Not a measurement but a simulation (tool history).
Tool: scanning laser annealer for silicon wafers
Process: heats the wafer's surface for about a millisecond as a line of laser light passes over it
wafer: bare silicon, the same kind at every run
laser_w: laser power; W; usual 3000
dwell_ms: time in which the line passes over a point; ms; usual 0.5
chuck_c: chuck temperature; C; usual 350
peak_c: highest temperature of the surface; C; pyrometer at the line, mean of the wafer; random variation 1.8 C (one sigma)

run 1 hour=0 | laser_w=3000 dwell_ms=0.5 chuck_c=350 | peak_c=1043
run 2 hour=84 | laser_w=3277 dwell_ms=0.5 chuck_c=350 | peak_c=1142
run 3 hour=144 | laser_w=3277 dwell_ms=0.5 chuck_c=350 | peak_c=1149
run 4 hour=201.3 | laser_w=3277 dwell_ms=0.5 chuck_c=350 | peak_c=1149
run 5 hour=264.9 | laser_w=3000 dwell_ms=0.5 chuck_c=350 | peak_c=1056
run 6 hour=365.8 | laser_w=3000 dwell_ms=0.5 chuck_c=350 | peak_c=1058
run 7 hour=445.6 | laser_w=3000 dwell_ms=0.5 chuck_c=350 | peak_c=1055
run 8 hour=517.2 | laser_w=3000 dwell_ms=0.5 chuck_c=350 | peak_c=1054
run 9 hour=579.6 | laser_w=3000 dwell_ms=0.5 chuck_c=331 | peak_c=1035
run 10 hour=675 | laser_w=3000 dwell_ms=0.5 chuck_c=331 | peak_c=1034
run 11 hour=750.4 | laser_w=3000 dwell_ms=0.377 chuck_c=350 | peak_c=970
run 12 hour=840.6 | laser_w=3000 dwell_ms=0.377 chuck_c=350 | peak_c=968
run 13 hour=903 | laser_w=3000 dwell_ms=0.377 chuck_c=350 | peak_c=969
run 14 hour=974.6 | laser_w=3000 dwell_ms=0.377 chuck_c=350 | peak_c=962
run 15 hour=1034 | laser_w=3000 dwell_ms=0.5 chuck_c=350 | peak_c=1043
run 16 hour=1103.8 | laser_w=3000 dwell_ms=0.5 chuck_c=353 | peak_c=1052
run 17 hour=1184.9 | laser_w=3000 dwell_ms=0.5 chuck_c=353 | peak_c=1049
run 18 hour=1232 | laser_w=3000 dwell_ms=0.5 chuck_c=353 | peak_c=1044
run 19 hour=1313.9 | laser_w=3000 dwell_ms=0.5 chuck_c=350 | peak_c=1062
run 20 hour=1392.3 | laser_w=3000 dwell_ms=0.5 chuck_c=320 | peak_c=1028
run 21 hour=1478.3 | laser_w=3000 dwell_ms=0.481 chuck_c=343 | peak_c=1035
run 22 hour=1573.9 | laser_w=2788 dwell_ms=0.564 chuck_c=358 | peak_c=1028
run 23 hour=1643 | laser_w=2904 dwell_ms=0.573 chuck_c=323 | peak_c=1043
run 24 hour=1720.1 | laser_w=2904 dwell_ms=0.531 chuck_c=348 | peak_c=1037
run 25 hour=1775.4 | laser_w=2904 dwell_ms=0.531 chuck_c=348 | peak_c=1040
run 26 hour=1868.8 | laser_w=3000 dwell_ms=0.402 chuck_c=345 | peak_c=976
run 27 hour=1934.1 | laser_w=3000 dwell_ms=0.402 chuck_c=345 | peak_c=981
run 28 hour=2032.2 | laser_w=3000 dwell_ms=0.402 chuck_c=345 | peak_c=975
run 29 hour=2120.6 | laser_w=3000 dwell_ms=0.402 chuck_c=345 | peak_c=978
run 30 hour=2220.9 | laser_w=3000 dwell_ms=0.402 chuck_c=345 | peak_c=975
run 31 hour=2291.9 | laser_w=3284 dwell_ms=0.44 chuck_c=332 | peak_c=1071
run 32 hour=2393.3 | laser_w=3284 dwell_ms=0.44 chuck_c=332 | peak_c=1077
run 33 hour=2485.1 | laser_w=3088 dwell_ms=0.538 chuck_c=350 | peak_c=1098
run 34 hour=2579.5 | laser_w=3088 dwell_ms=0.538 chuck_c=350 | peak_c=1112
run 35 hour=2662.2 | laser_w=2684 dwell_ms=0.5 chuck_c=350 | peak_c=957
run 36 hour=2705.8 | laser_w=2684 dwell_ms=0.5 chuck_c=350 | peak_c=960
run 37 hour=2785.4 | laser_w=3000 dwell_ms=0.5 chuck_c=315 | peak_c=1020
run 38 hour=2846.5 | laser_w=3000 dwell_ms=0.5 chuck_c=315 | peak_c=1022
run 39 hour=2942.8 | laser_w=3108 dwell_ms=0.516 chuck_c=315 | peak_c=1061
run 40 hour=2990.6 | laser_w=3108 dwell_ms=0.516 chuck_c=315 | peak_c=1058

Taken out of this log: 5 entries between the listed runs. Where each belongs, and how the hidden state differs across it:
Between runs 1 and 2: window over the wafer cleaned (hour 36.4)
  light that passes the window, % of a clean one's: 98.24 -> 99.9; width of the line over the set one, %: 1.06 -> 1.1
  measured less the result without the state, peak_c: -20 -> -5 C
Between runs 2 and 3: optics aligned, line set to its width (hour 123.6)
  light that passes the window, % of a clean one's: 99.9 -> 99.82; width of the line over the set one, %: 1.1 -> 0.14
  measured less the result without the state, peak_c: -5 -> +2 C
Between runs 18 and 19: window over the wafer cleaned (hour 1271.4)
  light that passes the window, % of a clean one's: 98.2 -> 99.88; width of the line over the set one, %: 0.66 -> 0.7
  measured less the result without the state, peak_c: -17 -> -1 C
Between runs 30 and 31: optics aligned, line set to its width (hour 2257.8)
  light that passes the window, % of a clean one's: 98.5 -> 98.39; width of the line over the set one, %: 1.13 -> 0.19
  measured less the result without the state, peak_c: -15 -> -12 C
Between runs 33 and 34: window over the wafer cleaned (hour 2504.4)
  light that passes the window, % of a clean one's: 98.11 -> 99.52; laser's true power over the reading, %: 0.55 -> 0.56; width of the line over the set one, %: 0.29 -> 0.33
  measured less the result without the state, peak_c: -16 -> -2 C
